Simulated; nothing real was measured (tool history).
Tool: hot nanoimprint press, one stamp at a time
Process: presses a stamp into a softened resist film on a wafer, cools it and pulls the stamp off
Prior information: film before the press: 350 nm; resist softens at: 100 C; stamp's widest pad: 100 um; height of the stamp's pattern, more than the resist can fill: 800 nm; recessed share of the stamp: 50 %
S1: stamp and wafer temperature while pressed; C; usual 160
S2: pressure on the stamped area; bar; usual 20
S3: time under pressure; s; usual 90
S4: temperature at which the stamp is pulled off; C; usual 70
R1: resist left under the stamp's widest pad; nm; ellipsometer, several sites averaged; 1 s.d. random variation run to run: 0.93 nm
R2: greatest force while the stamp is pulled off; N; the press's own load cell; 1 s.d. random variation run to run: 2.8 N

| run | day | S1 | S2 | S3 | S4 | R1 | R2 |
|---|---|---|---|---|---|---|---|
| 1 | 0 | 160 | 20 | 90 | 70 | 137.7 | 227 |
| 2 | 0.6 | 160 | 20 | 90 | 70 | 137.9 | 220 |
| 3 | 1.104 | 160 | 20 | 90 | 70 | 141.1 | 222 |
| 4 | 1.712 | 160 | 20 | 90 | 70 | 139.9 | 227 |
| 5 | 2.067 | 160 | 20 | 90 | 70 | 140.1 | 228 |
| 6 | 2.467 | 160 | 20 | 90 | 70 | 141 | 231 |
| 7 | 2.971 | 160 | 20 | 90 | 70 | 140 | 232 |
|  | 3.462 | stamp cleaned and given a new release coat |
| 8 | 3.579 | 160 | 20 | 90 | 70 | 142.6 | 208 |
| 9 | 4.167 | 160 | 20 | 90 | 70 | 141.2 | 207 |
| 10 | 4.775 | 160 | 20 | 90 | 70 | 140.2 | 210 |

Run 11, settings as shown, results not yet in. Your forecast:
| 11 | 5.354 | 160 | 20 | 180 | 70 | ? | ? |

R1: 110.8 nm
R2: 209 N
Minus the tool's unlogged condition, the same run would have read R1 101.5 nm, R2 201 N.
